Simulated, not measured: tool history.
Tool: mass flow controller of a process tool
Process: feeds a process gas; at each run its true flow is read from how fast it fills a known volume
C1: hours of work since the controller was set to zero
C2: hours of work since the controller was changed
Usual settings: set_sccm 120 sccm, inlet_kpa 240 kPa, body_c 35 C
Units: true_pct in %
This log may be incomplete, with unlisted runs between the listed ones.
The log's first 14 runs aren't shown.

Run 15, hour 860.0: usual settings; C1 1904; C2 1904. Result: true_pct 98.09 %.
Run 16, hour 900.3: usual settings; C1 1927; C2 1927. Result: true_pct 98.06 %.
Run 17, hour 936.9: usual settings; C1 1947; C2 1947. Result: true_pct 98.07 %.
Run 18, hour 1003.1: usual settings; C1 1985; C2 1985. Result: true_pct 98.07 %.
Run 19, hour 1061.7: usual settings but body_c 22 C; C1 2018; C2 2018. Result: true_pct 98.55 %.
Run 20, hour 1111.9: usual settings but body_c 22 C; C1 2047; C2 2047. Result: true_pct 98.69 %.
Run 21, hour 1185.7: usual settings but body_c 22 C; C1 2089; C2 2089. Result: true_pct 98.68 %.
Run 22, hour 1237.4: usual settings but body_c 22 C; C1 2118; C2 2118. Result: true_pct 98.82 %.
Run 23, hour 1303.1: usual settings but set_sccm 70 sccm, inlet_kpa 244 kPa, body_c 39 C; C1 2156; C2 2156. Result: true_pct 97.45 %.
Run 24, hour 1349.0: usual settings but set_sccm 63 sccm, inlet_kpa 159 kPa; C1 2182; C2 2182. Result: true_pct 98.00 %.
Run 25, hour 1414.5: usual settings but set_sccm 73 sccm, inlet_kpa 219 kPa, body_c 25 C; C1 2219; C2 2219. Result: true_pct 98.45 %.
Run 26, hour 1457.4: usual settings but set_sccm 73 sccm, inlet_kpa 219 kPa, body_c 25 C; C1 2244; C2 2244. Result: true_pct 98.19 %.
Run 27, hour 1533.0: usual settings but set_sccm 23 sccm, inlet_kpa 148 kPa, body_c 23 C; C1 2287; C2 2287. Result: true_pct 97.72 %.
Run 28, hour 1600.7: usual settings but set_sccm 23 sccm, inlet_kpa 148 kPa, body_c 23 C; C1 2325; C2 2325. Result: true_pct 97.95 %.
Run 29, hour 1675.8: usual settings but set_sccm 60 sccm, inlet_kpa 209 kPa, body_c 23 C; C1 2368; C2 2368. Result: true_pct 98.24 %.
Run 30, hour 1748.9: usual settings but set_sccm 93 sccm, body_c 38 C; C1 2409; C2 2409. Result: true_pct 97.54 %.
Run 31, hour 1799.0: usual settings but set_sccm 23 sccm, inlet_kpa 245 kPa, body_c 25 C; C1 2438; C2 2438. Result: true_pct 97.06 %.
Run 32, hour 1869.0: usual settings but set_sccm 111 sccm, inlet_kpa 243 kPa, body_c 28 C; C1 2478; C2 2478. Result: true_pct 98.16 %.
Run 33, hour 1928.0: usual settings but set_sccm 42 sccm, inlet_kpa 189 kPa; C1 2511; C2 2511. Result: true_pct 97.55 %.
Run 34, hour 1992.6: usual settings but set_sccm 60 sccm, body_c 22 C; C1 2548; C2 2548. Result: true_pct 98.03 %.
Run 35, hour 2044.2: usual settings but set_sccm 85 sccm, inlet_kpa 256 kPa, body_c 37 C; C1 2577; C2 2577. Result: true_pct 97.53 %.
Run 36, hour 2121.1: usual settings but set_sccm 84 sccm, inlet_kpa 226 kPa; C1 2621; C2 2621. Result: true_pct 97.71 %.

What will run 37 give?
Run 37, hour 2179.1: usual settings but set_sccm 84 sccm, inlet_kpa 226 kPa; C1 2654; C2 2654. Result: true_pct ?.

{"run 37": {"true_pct": 97.68}}
Take away the tool's hidden state, keep the run-to-run variation as it was, and the same run would have given true_pct 98.83 %.
